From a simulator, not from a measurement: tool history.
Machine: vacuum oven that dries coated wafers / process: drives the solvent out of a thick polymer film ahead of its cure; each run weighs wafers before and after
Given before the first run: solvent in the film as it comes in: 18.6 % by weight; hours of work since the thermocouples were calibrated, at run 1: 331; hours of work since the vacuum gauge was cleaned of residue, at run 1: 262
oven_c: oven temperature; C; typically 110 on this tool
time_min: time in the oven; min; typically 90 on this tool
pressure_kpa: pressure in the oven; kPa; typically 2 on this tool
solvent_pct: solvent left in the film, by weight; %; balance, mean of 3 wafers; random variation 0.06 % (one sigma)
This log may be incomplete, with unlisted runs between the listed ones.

run    hour  oven_c  time_min  pressure_kpa  hours of work since the thermocouples were calibrated  hours of work since the vacuum gauge was cleaned of residue  solvent_pct
  1       0     110        90             2                                                    331                                                          262         4.62
  2    30.1     110        71             2                                                    350                                                          281         6.09
  3    47.6     110        90             2                                                    361                                                          292         4.53
  4    66.8     110        90             2                                                    373                                                          304         4.85
  5      94     110        90             2                                                    390                                                          322         4.75
  6   123.7     110        90             2                                                    409                                                          340         4.69
  7   141.2     110        90             2                                                    420                                                          352         4.86
  8     171     110        90             2                                                    439                                                          370         4.65
  9   196.5     125        90             2                                                    455                                                          386          1.1
 10   217.2     125        90             2                                                    468                                                          400         1.14
 11   245.7     110        89             2                                                    486                                                          418         4.72
 12   274.8     110        89             2                                                    505                                                          436         4.85
 13   303.5     110        90             2                                                    523                                                          454         4.88
 14     318     116        90             2                                                    532                                                          463         2.88
 15   344.1     116        90             2                                                    548                                                          480          2.9
 16     360     110        90             2                                                    558                                                          490         4.74
 17   379.6      97        90             2                                                    571                                                          502         9.48
 18   394.8      99        90             2                                                    580                                                          512         8.92
 19   423.7      99        68             2                                                    599                                                          530        10.09
 20   443.7      99        68             2                                                    611                                                          543        10.11
 21   468.1      99        68             2                                                    627                                                          558        10.11
 22   480.8     110        90          2.33                                                    635                                                          566         4.95
 23   503.1     110        90             2                                                    649                                                          580         4.83
 24     517     110        45             2                                                    658                                                          589         8.35
 25   541.7     108        90          1.74                                                    673                                                          605         5.51
 26   561.3     121        90          2.01                                                    686                                                          617         1.79
 27   578.4     122        67          2.78                                                    696                                                          628         2.73
 28   602.1     102        82          1.48                                                    711                                                          643         8.09
 29   619.9     102        82          1.48                                                    723                                                          654          8.2
 30   633.1     119        47             2                                                    731                                                          662         5.16
 31   654.9     119        47             2                                                    745                                                          676         5.02
 32   679.7      96       139          2.14                                                    760                                                          692         7.77
 33   702.9      98       143           2.7                                                    775                                                          707         7.25
 34   728.8      98       143           2.7                                                    791                                                          723         7.45
 35   756.4     106        90           1.4                                                    809                                                          740         5.99
 36   778.3     122       153          2.06                                                    823                                                          754         0.86
 37   802.2     115        57             2                                                    838                                                          769         5.41
 38   830.5     115        57             2                                                    856                                                          787         5.54
 39   853.4     115        57             2                                                    870                                                          802         5.48
 40   877.1     123        73          5.15                                                    885                                                          817         2.89
 41   906.6     122       159          1.97                                                    904                                                          835         0.81
 42   930.6     122       159          1.97                                                    919                                                          851         0.72
 43   946.4     123       159          1.39                                                    929                                                          860         0.59
 44   965.5     108        90             2                                                    941                                                          873         5.69
 45   981.8     109        85          1.95                                                    951                                                          883         5.63
 46  1002.1      98       104          3.28                                                    964                                                          896         9.11
     1009.2  -- oven's thermocouples calibrated
 47  1034.8      98       104          3.28                                                     16                                                          915         9.06

What differs in the tool's unlogged condition from the final listed run ahead of each entry between runs to the first listed run following it?
From run 46 to run 47: oven's thermocouples calibrated (hour 1009.2)
  true wafer temperature over the reading, C: -0.82 -> -0.61; true pressure over the reading, kPa: 0.451 -> 0.46
  the result without the hidden state subtracted from the measured one, solvent_pct: +0.47 -> +0.4 %
